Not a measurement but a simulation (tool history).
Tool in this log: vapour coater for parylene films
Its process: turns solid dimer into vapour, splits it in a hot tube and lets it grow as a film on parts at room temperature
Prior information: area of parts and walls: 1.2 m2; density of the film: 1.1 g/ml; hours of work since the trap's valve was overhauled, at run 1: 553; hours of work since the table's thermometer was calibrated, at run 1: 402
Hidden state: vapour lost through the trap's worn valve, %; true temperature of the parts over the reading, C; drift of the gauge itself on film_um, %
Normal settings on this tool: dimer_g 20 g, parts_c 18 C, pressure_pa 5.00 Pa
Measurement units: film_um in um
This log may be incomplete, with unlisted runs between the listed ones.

| run | hour | dimer_g | parts_c | pressure_pa | hours of work since the trap's valve was overhauled | hours of work since the table's thermometer was calibrated | film_um |
|---|---|---|---|---|---|---|---|
| 1 | 0.0 | 20 | 18 | 5.00 | 553 | 402 | 9.57 |
| 2 | 64.1 | 20 | 18 | 5.00 | 583 | 431 | 9.47 |
| 3 | 122.5 | 20 | 18 | 5.00 | 609 | 458 | 9.52 |
| 4 | 180.5 | 20 | 18 | 5.00 | 636 | 485 | 9.54 |
|  | 244.2 | trap's valve overhauled |
| 5 | 254.6 | 20 | 16 | 5.00 | 5 | 517 | 11.05 |
| 6 | 304.0 | 27 | 18 | 5.00 | 28 | 540 | 13.68 |
| 7 | 375.9 | 27 | 18 | 5.00 | 61 | 573 | 13.55 |
| 8 | 427.4 | 27 | 18 | 5.00 | 84 | 596 | 13.71 |
| 9 | 479.9 | 27 | 18 | 5.00 | 108 | 621 | 13.50 |
| 10 | 527.6 | 27 | 18 | 5.00 | 130 | 642 | 13.51 |
| 11 | 583.3 | 27 | 18 | 5.00 | 156 | 668 | 13.59 |
| 12 | 636.5 | 20 | 11 | 5.00 | 181 | 693 | 12.78 |
| 13 | 672.5 | 8 | 18 | 9.61 | 197 | 709 | 3.35 |
| 14 | 732.7 | 13 | 18 | 10.91 | 225 | 737 | 5.35 |
| 15 | 803.3 | 13 | 18 | 10.91 | 257 | 769 | 5.43 |
| 16 | 882.1 | 13 | 21 | 7.14 | 294 | 806 | 5.26 |
| 17 | 961.9 | 13 | 21 | 7.14 | 330 | 842 | 5.24 |
| 18 | 1039.7 | 13 | 21 | 7.14 | 366 | 878 | 5.19 |
| 19 | 1076.7 | 31 | 18 | 2.24 | 383 | 895 | 18.21 |
| 20 | 1156.3 | 20 | 26 | 5.00 | 420 | 932 | 7.16 |
| 21 | 1190.0 | 20 | 26 | 5.00 | 435 | 947 | 7.16 |
| 22 | 1241.6 | 25 | 25 | 5.82 | 459 | 971 | 9.13 |

Alternative continuations, all from the tool just after run 22; predict every row:
| A | 1322.3 | 9 | 25 | 5.82 | 496 | 1008 | ? |
| B | 1322.3 | 20 | 13 | 7.38 | 496 | 1008 | ? |
| C | 1322.3 | 33 | 13 | 5.00 | 496 | 1008 | ? |
| D | 1322.3 | 14 | 18 | 5.00 | 496 | 1008 | ? |
| E | 1322.3 | 9 | 18 | 5.96 | 496 | 1008 | ? |

| run | film_um |
|---|---|
| A | 3.22 |
| B | 10.63 |
| C | 18.99 |
| D | 6.64 |
| E | 4.14 |
Take away the tool's hidden state, keep each run's random variation, and the runs would have read:
| run | film_um |
|---|---|
| A | 3.39 |
| B | 11.20 |
| C | 20.00 |
| D | 7.00 |
| E | 4.37 |
